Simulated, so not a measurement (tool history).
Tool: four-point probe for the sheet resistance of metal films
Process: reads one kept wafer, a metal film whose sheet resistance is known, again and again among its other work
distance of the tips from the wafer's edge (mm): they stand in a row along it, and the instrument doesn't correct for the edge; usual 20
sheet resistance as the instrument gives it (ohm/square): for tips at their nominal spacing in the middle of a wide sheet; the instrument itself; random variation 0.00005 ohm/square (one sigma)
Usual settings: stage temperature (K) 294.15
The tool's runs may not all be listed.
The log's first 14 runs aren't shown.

run,hour,stage temperature (K),distance of the tips from the wafer's edge (mm),touches since the probe head was changed,hours of work since the stage's thermometer was calibrated,sheet resistance as the instrument gives it (ohm/square)
# hour 845.3: stage's thermometer calibrated, once more
15,877.4,305.15,20,124787,15,0.250656
16,976.1,305.15,20,128439,61,0.250702
17,1064.7,305.15,20,131718,102,0.250557
18,1149.8,305.15,20,134864,142,0.250555
19,1218.9,305.15,20,137422,174,0.250479
20,1302.9,306.15,17,140529,213,0.250761
21,1400.4,306.15,17,144135,258,0.250741
22,1498.6,306.15,17,147767,304,0.250647
23,1595.5,294.15,10,151353,349,0.249736
24,1649.3,300.15,29,153343,374,0.249032
25,1741.9,300.15,29,156768,417,0.248901
26,1791.4,297.15,19,158601,440,0.248635
27,1867.7,294.15,53,161422,476,0.247595
28,1931.3,301.15,52,163774,505,0.248777
29,1976.6,304.15,9,165450,526,0.251843
30,2062.5,294.15,72,168626,566,0.247342
31,2160.7,294.15,5,172261,612,0.255546
# hour 2226.9: new probe head fitted
32,2248.6,300.15,14,801,652,0.253689
33,2337.3,300.15,14,4083,694,0.253606
34,2409.8,295.15,24,6765,727,0.25196
35,2478.5,295.15,24,9308,759,0.251972

Forecast each of these 5 alternatives for the next run:
A,2542.5,294.15,6,11675,789,?
B,2542.5,294.15,24,11675,789,?
C,2542.5,294.15,4,11675,789,?
D,2542.5,294.15,24,11675,789,?
E,2542.5,303.15,56,11675,789,?

run,sheet resistance as the instrument gives it (ohm/square)
A,0.257134
B,0.25164
C,0.264106
D,0.251578
E,0.252968
Without the tool's hidden state the same runs would have given:
run,sheet resistance as the instrument gives it (ohm/square)
A,0.256194
B,0.250718
C,0.263144
D,0.250656
E,0.252034
